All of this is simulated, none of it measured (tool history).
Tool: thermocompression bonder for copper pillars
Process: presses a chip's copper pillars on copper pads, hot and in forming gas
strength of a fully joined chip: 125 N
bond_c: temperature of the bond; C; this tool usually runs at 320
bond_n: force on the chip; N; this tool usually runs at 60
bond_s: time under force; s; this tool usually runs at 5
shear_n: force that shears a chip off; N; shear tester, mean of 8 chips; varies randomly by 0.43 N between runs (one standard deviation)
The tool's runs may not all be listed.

{"run": 1, "hour": 0.0, "bond_c": 320, "bond_n": 60, "bond_s": 5, "shear_n": 84.7}
{"run": 2, "hour": 12.6, "bond_c": 320, "bond_n": 60, "bond_s": 5, "shear_n": 83.5}
{"run": 3, "hour": 36.1, "bond_c": 320, "bond_n": 60, "bond_s": 5, "shear_n": 84.2}
{"run": 4, "hour": 50.7, "bond_c": 320, "bond_n": 60, "bond_s": 5, "shear_n": 83.8}
{"run": 5, "hour": 61.7, "bond_c": 320, "bond_n": 60, "bond_s": 5, "shear_n": 82.8}
{"run": 6, "hour": 83.4, "bond_c": 320, "bond_n": 60, "bond_s": 5, "shear_n": 83.9}
{"run": 7, "hour": 95.7, "bond_c": 320, "bond_n": 60, "bond_s": 6, "shear_n": 88}
{"hour": 109.0, "done": "forming gas filter changed"}
{"run": 8, "hour": 109.0, "bond_c": 320, "bond_n": 60, "bond_s": 5, "shear_n": 89.4}
{"run": 9, "hour": 129.5, "bond_c": 320, "bond_n": 60, "bond_s": 5, "shear_n": 88.4}
{"run": 10, "hour": 154.6, "bond_c": 320, "bond_n": 60, "bond_s": 3, "shear_n": 77.3}
{"run": 11, "hour": 175.0, "bond_c": 320, "bond_n": 60, "bond_s": 3, "shear_n": 77.4}
{"run": 12, "hour": 186.7, "bond_c": 320, "bond_n": 60, "bond_s": 5, "shear_n": 89.3}
{"run": 13, "hour": 207.5, "bond_c": 320, "bond_n": 60, "bond_s": 13, "shear_n": 108}
{"run": 14, "hour": 225.0, "bond_c": 320, "bond_n": 60, "bond_s": 5, "shear_n": 88.4}
{"run": 15, "hour": 242.7, "bond_c": 320, "bond_n": 37, "bond_s": 5, "shear_n": 69.9}
{"hour": 262.7, "done": "heater calibrated with a thermocouple chip"}
{"run": 16, "hour": 262.7, "bond_c": 320, "bond_n": 37, "bond_s": 5, "shear_n": 65.9}
{"run": 17, "hour": 286.0, "bond_c": 320, "bond_n": 37, "bond_s": 5, "shear_n": 65.6}
{"run": 18, "hour": 301.1, "bond_c": 320, "bond_n": 37, "bond_s": 5, "shear_n": 65.4}
{"run": 19, "hour": 323.3, "bond_c": 320, "bond_n": 37, "bond_s": 5, "shear_n": 64.6}
{"run": 20, "hour": 338.0, "bond_c": 301, "bond_n": 88, "bond_s": 5, "shear_n": 89.2}
{"run": 21, "hour": 361.8, "bond_c": 301, "bond_n": 88, "bond_s": 5, "shear_n": 90.2}
{"run": 22, "hour": 384.4, "bond_c": 301, "bond_n": 68, "bond_s": 4, "shear_n": 74.8}

Run 23 is up next; what results do you expect?
{"run": 23, "hour": 402.8, "bond_c": 306, "bond_n": 68, "bond_s": 10, "shear_n": "?"}

shear_n: 96.1 N
With the hidden condition absent and the run-to-run variation left alone, this run would have shown shear_n 96.8 N.

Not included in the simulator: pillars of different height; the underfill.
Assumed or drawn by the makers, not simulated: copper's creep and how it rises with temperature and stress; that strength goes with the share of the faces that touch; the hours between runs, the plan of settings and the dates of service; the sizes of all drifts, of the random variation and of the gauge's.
